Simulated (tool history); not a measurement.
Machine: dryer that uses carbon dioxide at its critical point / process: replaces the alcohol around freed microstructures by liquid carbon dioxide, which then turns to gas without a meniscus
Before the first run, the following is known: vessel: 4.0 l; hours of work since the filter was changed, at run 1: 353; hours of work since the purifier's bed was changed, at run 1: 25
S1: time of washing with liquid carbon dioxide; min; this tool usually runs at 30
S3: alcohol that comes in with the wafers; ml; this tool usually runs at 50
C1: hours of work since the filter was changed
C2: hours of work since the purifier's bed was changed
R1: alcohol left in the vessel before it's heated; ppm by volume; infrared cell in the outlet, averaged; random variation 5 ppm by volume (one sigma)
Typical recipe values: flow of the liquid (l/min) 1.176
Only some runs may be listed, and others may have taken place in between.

{"run": 1, "hour": 0.0, "S1": 30, "flow of the liquid (l/min)": 1.176, "S3": 50, "C1": 353, "C2": 25, "R1": 27}
{"run": 2, "hour": 7.0, "S1": 30, "flow of the liquid (l/min)": 1.176, "S3": 20, "C1": 356, "C2": 28, "R1": 17}
{"run": 3, "hour": 12.5, "S1": 30, "flow of the liquid (l/min)": 1.08, "S3": 20, "C1": 359, "C2": 31, "R1": 17}
{"run": 4, "hour": 21.0, "S1": 30, "flow of the liquid (l/min)": 1.08, "S3": 20, "C1": 363, "C2": 35, "R1": 15}
{"run": 5, "hour": 31.8, "S1": 30, "flow of the liquid (l/min)": 1.45, "S3": 50, "C1": 368, "C2": 40, "R1": 14}
{"run": 6, "hour": 42.7, "S1": 30, "flow of the liquid (l/min)": 1.45, "S3": 50, "C1": 373, "C2": 45, "R1": 4}
{"run": 7, "hour": 51.1, "S1": 20, "flow of the liquid (l/min)": 1.45, "S3": 50, "C1": 377, "C2": 48, "R1": 65}
{"run": 8, "hour": 61.8, "S1": 30, "flow of the liquid (l/min)": 1.176, "S3": 50, "C1": 382, "C2": 53, "R1": 21}
{"run": 9, "hour": 67.3, "S1": 30, "flow of the liquid (l/min)": 1.176, "S3": 50, "C1": 384, "C2": 56, "R1": 24}
{"run": 10, "hour": 78.1, "S1": 41, "flow of the liquid (l/min)": 1.176, "S3": 50, "C1": 390, "C2": 61, "R1": 17}
{"run": 11, "hour": 83.7, "S1": 41, "flow of the liquid (l/min)": 1.176, "S3": 50, "C1": 392, "C2": 64, "R1": 7}
{"run": 12, "hour": 94.9, "S1": 30, "flow of the liquid (l/min)": 1.64, "S3": 50, "C1": 397, "C2": 69, "R1": 23}
{"run": 13, "hour": 105.8, "S1": 27, "flow of the liquid (l/min)": 1.176, "S3": 50, "C1": 402, "C2": 74, "R1": 37}
{"hour": 112.9, "done": "inlet filter changed"}
{"run": 14, "hour": 115.4, "S1": 27, "flow of the liquid (l/min)": 1.176, "S3": 50, "C1": 1, "C2": 78, "R1": 22}
{"run": 15, "hour": 126.0, "S1": 30, "flow of the liquid (l/min)": 0.75, "S3": 50, "C1": 6, "C2": 83, "R1": 146}
{"run": 16, "hour": 136.5, "S1": 30, "flow of the liquid (l/min)": 1.176, "S3": 50, "C1": 11, "C2": 88, "R1": 16}
{"run": 17, "hour": 147.0, "S1": 30, "flow of the liquid (l/min)": 1.176, "S3": 50, "C1": 16, "C2": 93, "R1": 22}
{"run": 18, "hour": 153.8, "S1": 30, "flow of the liquid (l/min)": 1.176, "S3": 50, "C1": 19, "C2": 96, "R1": 17}
{"run": 19, "hour": 165.0, "S1": 30, "flow of the liquid (l/min)": 1.06, "S3": 50, "C1": 24, "C2": 101, "R1": 31}
{"run": 20, "hour": 172.1, "S1": 30, "flow of the liquid (l/min)": 1.06, "S3": 50, "C1": 28, "C2": 104, "R1": 43}
{"run": 21, "hour": 176.9, "S1": 22, "flow of the liquid (l/min)": 1.31, "S3": 30, "C1": 30, "C2": 107, "R1": 34}
{"run": 22, "hour": 183.4, "S1": 24, "flow of the liquid (l/min)": 1.176, "S3": 36, "C1": 33, "C2": 110, "R1": 51}
{"run": 23, "hour": 194.4, "S1": 30, "flow of the liquid (l/min)": 0.86, "S3": 47, "C1": 38, "C2": 115, "R1": 78}
{"run": 24, "hour": 201.4, "S1": 23, "flow of the liquid (l/min)": 1.22, "S3": 34, "C1": 41, "C2": 118, "R1": 51}
{"run": 25, "hour": 210.7, "S1": 23, "flow of the liquid (l/min)": 1.22, "S3": 34, "C1": 45, "C2": 122, "R1": 44}
{"run": 26, "hour": 218.9, "S1": 23, "flow of the liquid (l/min)": 1.22, "S3": 34, "C1": 49, "C2": 126, "R1": 50}
{"run": 27, "hour": 226.7, "S1": 30, "flow of the liquid (l/min)": 1.176, "S3": 83, "C1": 53, "C2": 130, "R1": 35}
{"run": 28, "hour": 234.5, "S1": 18, "flow of the liquid (l/min)": 1.55, "S3": 45, "C1": 57, "C2": 133, "R1": 65}
{"run": 29, "hour": 239.6, "S1": 31, "flow of the liquid (l/min)": 1.86, "S3": 43, "C1": 59, "C2": 136, "R1": 12}
{"run": 30, "hour": 250.6, "S1": 44, "flow of the liquid (l/min)": 0.71, "S3": 63, "C1": 64, "C2": 141, "R1": 47}
{"run": 31, "hour": 258.4, "S1": 30, "flow of the liquid (l/min)": 1.45, "S3": 33, "C1": 68, "C2": 144, "R1": 18}
{"run": 32, "hour": 268.9, "S1": 30, "flow of the liquid (l/min)": 1.45, "S3": 33, "C1": 73, "C2": 149, "R1": 20}
{"run": 33, "hour": 273.6, "S1": 30, "flow of the liquid (l/min)": 1.45, "S3": 33, "C1": 75, "C2": 152, "R1": 15}
{"run": 34, "hour": 280.4, "S1": 40, "flow of the liquid (l/min)": 1.176, "S3": 60, "C1": 78, "C2": 155, "R1": 19}
{"run": 35, "hour": 290.0, "S1": 30, "flow of the liquid (l/min)": 1.37, "S3": 64, "C1": 82, "C2": 159, "R1": 22}
{"run": 36, "hour": 299.7, "S1": 30, "flow of the liquid (l/min)": 0.99, "S3": 21, "C1": 87, "C2": 164, "R1": 27}
{"run": 37, "hour": 307.3, "S1": 30, "flow of the liquid (l/min)": 0.99, "S3": 21, "C1": 90, "C2": 167, "R1": 31}
{"run": 38, "hour": 313.6, "S1": 30, "flow of the liquid (l/min)": 0.99, "S3": 21, "C1": 93, "C2": 170, "R1": 34}
{"run": 39, "hour": 319.0, "S1": 30, "flow of the liquid (l/min)": 1.28, "S3": 38, "C1": 96, "C2": 173, "R1": 28}
{"run": 40, "hour": 327.3, "S1": 30, "flow of the liquid (l/min)": 1.28, "S3": 38, "C1": 100, "C2": 176, "R1": 12}

Measured minus without-hidden-state, run by run (identical run-to-run variation in each term; gauge scatter may differ):
Hidden state at play: flow that reaches the vessel past the clogged filter, %; alcohol in the recycled carbon dioxide, ppm; drift of the gauge itself on alcohol_ppm, %.
run=1 R1=+7
run=2 R1=+4
run=3 R1=+6
run=4 R1=+5
run=5 R1=+4
run=6 R1=+4
run=7 R1=+18
run=8 R1=+9
run=9 R1=+9
run=10 R1=+5
run=11 R1=+5
run=12 R1=+5
run=13 R1=+15
run=14 R1=+5
run=15 R1=+6
run=16 R1=+6
run=17 R1=+6
run=18 R1=+6
run=19 R1=+7
run=20 R1=+8
run=21 R1=+7
run=22 R1=+8
run=23 R1=+9
run=24 R1=+9
run=25 R1=+8
run=26 R1=+9
run=27 R1=+9
run=28 R1=+11
run=29 R1=+8
run=30 R1=+10
run=31 R1=+9
run=32 R1=+10
run=33 R1=+9
run=34 R1=+9
run=35 R1=+10
run=36 R1=+11
run=37 R1=+11
run=38 R1=+12
run=39 R1=+11
run=40 R1=+11

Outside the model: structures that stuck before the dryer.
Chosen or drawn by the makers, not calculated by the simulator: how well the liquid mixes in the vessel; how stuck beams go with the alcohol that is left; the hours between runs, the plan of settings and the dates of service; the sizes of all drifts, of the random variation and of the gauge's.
